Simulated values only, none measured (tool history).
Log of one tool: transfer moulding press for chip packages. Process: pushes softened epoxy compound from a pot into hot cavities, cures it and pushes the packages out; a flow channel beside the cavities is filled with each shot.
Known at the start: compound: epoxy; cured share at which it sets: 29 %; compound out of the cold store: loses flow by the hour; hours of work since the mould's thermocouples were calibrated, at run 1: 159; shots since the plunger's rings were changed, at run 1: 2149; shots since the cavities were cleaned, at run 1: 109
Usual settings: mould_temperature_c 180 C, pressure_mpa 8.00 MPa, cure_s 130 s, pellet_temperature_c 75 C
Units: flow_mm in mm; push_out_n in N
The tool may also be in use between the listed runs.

run	hour	mould_temperature_c	pressure_mpa	cure_s	pellet_temperature_c	hours of work since the mould's thermocouples were calibrated	shots since the plunger's rings were changed	shots since the cavities were cleaned	incoming compound's hours out of the cold store	flow_mm	push_out_n
1	0.0	180	8.00	130	75	159	2149	109	8.1	969	345
2	6.7	180	8.00	130	75	162	2206	166	12.3	959	342
3	16.9	180	8.00	130	75	168	2291	251	41.9	891	353
4	23.4	180	8.00	130	75	172	2346	306	17.7	945	347
5	31.6	180	8.00	130	75	177	2414	374	46.1	887	344
6	43.3	180	8.00	130	75	183	2512	472	26.6	929	368
7	49.2	180	8.00	130	71	187	2561	521	45.8	889	342
8	57.2	180	7.02	155	75	191	2628	588	36.7	848	356
# hour 64.2: cavities cleaned with cleaning compound and waxed
9	69.4	180	8.58	130	75	197	2717	43	24.6	964	344
10	79.3	181	6.75	130	75	203	2800	126	25.7	847	346
11	89.7	177	9.68	130	75	209	2888	214	43.5	998	375
12	101.5	184	8.00	163	85	216	2986	312	41.6	874	331
# hour 111.2: plunger's sealing rings changed
13	111.3	175	8.00	140	82	220	0	373	37.9	935	382

5 ways to go on from here, each from the tool as it stands after run 13. What would each give?
A	120.9	180	8.89	119	69	226	81	454	36.5	?	?
B	120.9	180	8.00	130	77	226	81	454	47.1	?	?
C	120.9	175	8.00	130	75	226	81	454	23.3	?	?
D	120.9	187	8.00	147	75	226	81	454	17.6	?	?
E	120.9	182	8.44	130	75	226	81	454	22.7	?	?

run	flow_mm	push_out_n
A	956	375
B	883	344
C	962	405
D	911	338
E	951	336
Without the tool's hidden state the same runs would have given:
run	flow_mm	push_out_n
A	956	370
B	883	340
C	962	400
D	911	334
E	951	333
